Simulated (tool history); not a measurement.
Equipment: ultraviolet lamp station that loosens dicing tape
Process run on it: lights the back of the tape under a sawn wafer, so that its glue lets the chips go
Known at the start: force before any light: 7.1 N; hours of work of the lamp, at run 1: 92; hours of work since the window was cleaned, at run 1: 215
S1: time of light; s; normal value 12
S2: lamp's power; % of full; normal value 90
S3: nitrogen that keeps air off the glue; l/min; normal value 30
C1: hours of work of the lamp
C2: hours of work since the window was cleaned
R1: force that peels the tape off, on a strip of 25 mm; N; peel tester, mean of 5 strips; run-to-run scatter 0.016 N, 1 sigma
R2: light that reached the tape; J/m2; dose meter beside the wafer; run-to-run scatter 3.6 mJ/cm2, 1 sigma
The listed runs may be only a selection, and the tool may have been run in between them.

run 1 day=0 | S1=12 S2=90 S3=30 | C1=92 C2=215 | R1=1.01 R2=5060
run 2 day=0.55 | S1=12 S2=90 S3=30 | C1=98 C2=222 | R1=1.049 R2=4970
-- day=0.721 window cleaned of glue's vapour
run 3 day=0.9 | S1=12 S2=90 S3=30 | C1=102 C2=2 | R1=1.062 R2=4820
run 4 day=1.442 | S1=12 S2=90 S3=30 | C1=109 C2=9 | R1=1.102 R2=4830
run 5 day=1.688 | S1=12 S2=78 S3=30 | C1=111 C2=11 | R1=1.384 R2=4170
run 6 day=1.954 | S1=12 S2=78 S3=30 | C1=115 C2=15 | R1=1.396 R2=4190
run 7 day=2.529 | S1=12 S2=78 S3=30 | C1=121 C2=21 | R1=1.418 R2=4100
run 8 day=2.946 | S1=12 S2=92 S3=30 | C1=126 C2=26 | R1=1.107 R2=4810
-- day=3.333 window cleaned of glue's vapour, once more
run 9 day=3.554 | S1=11 S2=92 S3=30 | C1=133 C2=3 | R1=0.874 R2=5430
run 10 day=4.05 | S1=12 S2=71 S3=30 | C1=139 C2=8 | R1=1.19 R2=4620
run 11 day=4.379 | S1=7 S2=70 S3=36 | C1=143 C2=12 | R1=2.287 R2=2630
run 12 day=4.904 | S1=12 S2=62 S3=13 | C1=149 C2=19 | R1=2.328 R2=3970
run 13 day=5.396 | S1=12 S2=90 S3=24 | C1=155 C2=24 | R1=0.919 R2=5710

The next listed run, before its measurement:
run 14 day=5.762 | S1=19 S2=78 S3=46 | C1=159 C2=29 | R1=? R2=?

Run 14 produced R1 0.368 N, R2 7800 J/m2.
Had the tool carried no hidden state, the very same run would have given R1 0.341 N, R2 8260 J/m2.

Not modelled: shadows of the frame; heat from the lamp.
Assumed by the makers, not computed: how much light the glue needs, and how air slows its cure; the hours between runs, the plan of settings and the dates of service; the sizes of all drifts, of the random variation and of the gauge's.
